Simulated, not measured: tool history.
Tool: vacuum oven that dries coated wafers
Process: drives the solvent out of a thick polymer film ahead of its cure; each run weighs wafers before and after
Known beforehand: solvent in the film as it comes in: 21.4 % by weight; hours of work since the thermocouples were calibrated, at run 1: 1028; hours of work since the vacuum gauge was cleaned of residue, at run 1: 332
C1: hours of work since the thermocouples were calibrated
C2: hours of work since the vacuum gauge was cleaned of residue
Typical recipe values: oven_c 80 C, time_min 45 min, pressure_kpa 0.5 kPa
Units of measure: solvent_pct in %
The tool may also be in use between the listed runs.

Run 1, hour 0: usual settings; C1 1028; C2 332. Result: solvent_pct 4.15 %.
Run 2, hour 18.6: usual settings; C1 1040; C2 343. Result: solvent_pct 4.23 %.
Run 3, hour 38.1: usual settings but oven_c 81 C; C1 1052; C2 355. Result: solvent_pct 3.69 %.
Run 4, hour 54.6: usual settings but oven_c 81 C; C1 1062; C2 366. Result: solvent_pct 3.66 %.
Run 5, hour 65.7: usual settings; C1 1069; C2 372. Result: solvent_pct 4.01 %.
Run 6, hour 78.5: usual settings; C1 1077; C2 380. Result: solvent_pct 4.13 %.
Run 7, hour 93.9: usual settings; C1 1086; C2 390. Result: solvent_pct 4.23 %.
Run 8, hour 117.6: usual settings but oven_c 94 C; C1 1101; C2 404. Result: solvent_pct 0.4 %.
Run 9, hour 133.2: usual settings but oven_c 83 C; C1 1110; C2 414. Result: solvent_pct 2.83 %.
Run 10, hour 145.9: usual settings but oven_c 83 C; C1 1118; C2 422. Result: solvent_pct 2.85 %.
Run 11, hour 162.2: usual settings but oven_c 83 C; C1 1128; C2 432. Result: solvent_pct 2.78 %.
Run 12, hour 174.8: usual settings but oven_c 83 C; C1 1136; C2 440. Result: solvent_pct 2.77 %.
Run 13, hour 199.3: usual settings but oven_c 83 C; C1 1151; C2 455. Result: solvent_pct 2.76 %.
Run 14, hour 216.1: usual settings but oven_c 83 C; C1 1161; C2 465. Result: solvent_pct 2.86 %.
Run 15, hour 234.5: usual settings but oven_c 93 C, time_min 22 min, pressure_kpa 0.46 kPa; C1 1173; C2 476. Result: solvent_pct 2.65 %.
Run 16, hour 253.4: usual settings but oven_c 83 C, time_min 37 min, pressure_kpa 1.479 kPa; C1 1184; C2 488. Result: solvent_pct 3.99 %.
Run 17, hour 276.3: usual settings but oven_c 75 C, time_min 37 min, pressure_kpa 0.33 kPa; C1 1198; C2 502. Result: solvent_pct 7.6 %.
Run 18, hour 291.6: usual settings but oven_c 75 C, time_min 37 min, pressure_kpa 0.33 kPa; C1 1208; C2 512. Result: solvent_pct 7.6 %.
Run 19, hour 305.1: usual settings but oven_c 75 C, time_min 37 min, pressure_kpa 0.33 kPa; C1 1216; C2 520. Result: solvent_pct 7.67 %.
Run 20, hour 326.2: usual settings but oven_c 77 C, time_min 71 min, pressure_kpa 0.973 kPa; C1 1229; C2 533. Result: solvent_pct 2.76 %.
Run 21, hour 349.1: usual settings but oven_c 77 C, time_min 71 min, pressure_kpa 0.973 kPa; C1 1243; C2 547. Result: solvent_pct 2.85 %.

Expected results for the next run?
Run 22, hour 362.2: usual settings but oven_c 77 C, time_min 71 min, pressure_kpa 0.973 kPa; C1 1251; C2 555. Result: solvent_pct ?.

Run 22 came out at solvent_pct 2.93 %.
On a tool with no hidden condition, and with the same random variation, this run would have come out at solvent_pct 3.93 %.

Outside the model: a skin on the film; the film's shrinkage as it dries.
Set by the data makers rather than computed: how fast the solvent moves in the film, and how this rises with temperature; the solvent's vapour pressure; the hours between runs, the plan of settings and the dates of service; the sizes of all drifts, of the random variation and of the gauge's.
